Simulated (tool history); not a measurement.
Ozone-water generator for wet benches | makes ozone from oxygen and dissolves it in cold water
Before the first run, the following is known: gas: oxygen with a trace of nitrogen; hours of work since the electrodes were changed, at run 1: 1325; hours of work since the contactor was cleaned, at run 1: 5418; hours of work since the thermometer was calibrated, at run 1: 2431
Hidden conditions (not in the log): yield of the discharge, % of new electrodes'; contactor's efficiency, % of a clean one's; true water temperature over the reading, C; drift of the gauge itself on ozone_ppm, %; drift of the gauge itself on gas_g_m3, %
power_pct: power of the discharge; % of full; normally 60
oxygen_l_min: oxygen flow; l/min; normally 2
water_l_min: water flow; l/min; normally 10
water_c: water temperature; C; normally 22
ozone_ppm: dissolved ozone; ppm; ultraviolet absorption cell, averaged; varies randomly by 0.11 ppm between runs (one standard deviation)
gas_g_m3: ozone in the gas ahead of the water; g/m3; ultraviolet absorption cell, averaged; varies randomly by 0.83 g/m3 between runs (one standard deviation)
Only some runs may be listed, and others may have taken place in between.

run,hour,power_pct,oxygen_l_min,water_l_min,water_c,hours of work since the electrodes were changed,hours of work since the contactor was cleaned,hours of work since the thermometer was calibrated,ozone_ppm,gas_g_m3
1,0,60,2,10,22,1325,5418,2431,9,133.3
2,53.5,60,2,13,22,1358,5452,2464,7.6,130.8
3,109.8,60,2,13,22,1394,5487,2500,7.5,133.2
4,176.6,60,2,13,22,1436,5529,2542,7.7,132.2
5,212.7,60,2,13,22,1458,5552,2565,7.4,128.8
6,247.8,60,2,13,22,1480,5574,2587,7.4,132.1
7,313.8,60,2,13,22,1522,5615,2628,7.2,132.3
8,363.2,60,2,10,22,1553,5646,2659,9.2,131.9
9,423.4,60,2,10,22,1591,5684,2697,9.1,133
10,487.4,41,2,10,22,1631,5724,2737,7,102.1
11,542.6,60,2,10,22,1666,5759,2772,9.1,131.7
12,620.3,60,2,10,22,1714,5808,2821,9.4,131.9
13,664.1,60,2,10,22,1742,5835,2848,9,130.6
14,720.4,60,2,10,22,1777,5871,2884,9.2,133.2
15,757.2,60,2,10,21,1800,5894,2907,9.5,131.7
16,830.9,60,2,9,22,1847,5940,2953,9.9,132.7
17,909,49,3.51,13,26,1896,5989,3002,5.7,78.4
18,971.6,47,1.24,6,15,1935,6029,3041,13.4,155.9
19,1053.6,42,1.84,7,16,1987,6080,3093,10.5,110.3
20,1106.3,48,1.84,7,23,2020,6113,3126,10.3,120.4
21,1165.8,60,1.09,8,24,2057,6151,3163,11.5,202.3
22,1212.6,60,3.18,16,19,2087,6180,3193,6.4,95.3
23,1290.2,60,1.9,12,18,2135,6229,3242,8.4,137.2
24,1366,60,1.2,6,22,2183,6277,3289,14.5,189.5
25,1448.6,48,2,10,24,2235,6329,3341,7.7,111.8
26,1503.7,82,1.95,15,20,2270,6363,3376,8.3,165.9
27,1553.2,82,1.95,15,22,2301,6394,3407,8.1,166.7
28,1588.8,60,2,8,20,2323,6417,3429,11.4,133
29,1669.9,60,2,8,20,2374,6468,3480,11.1,130.7
30,1730.2,60,2,8,20,2412,6505,3518,11.3,132.7
31,1791.4,60,1.92,10,22,2450,6544,3557,9.2,135.9
32,1853.4,47,3.13,6,29,2489,6583,3596,8.6,82.8

Consider 5 possible next runs. They are alternatives, not a sequence: every one starts from the tool as it was left by run 32. What does each give?
A,1922.8,63,1.31,10,22,2533,6626,3639,?,?
B,1922.8,60,2,8,22,2533,6626,3639,?,?
C,1922.8,54,2,6,22,2533,6626,3639,?,?
D,1922.8,60,2,10,17,2533,6626,3639,?,?
E,1922.8,49,1.45,6,14,2533,6626,3639,?,?

run,ozone_ppm,gas_g_m3
A,9.7,185.3
B,10.7,132.2
C,12.3,123.1
D,9.7,132.7
E,13.9,143.3
What these runs would have given with no unlogged condition in the tool:
run,ozone_ppm,gas_g_m3
A,9.7,185.4
B,10.7,132.3
C,12.3,123.2
D,9.7,132.8
E,13.9,143.3

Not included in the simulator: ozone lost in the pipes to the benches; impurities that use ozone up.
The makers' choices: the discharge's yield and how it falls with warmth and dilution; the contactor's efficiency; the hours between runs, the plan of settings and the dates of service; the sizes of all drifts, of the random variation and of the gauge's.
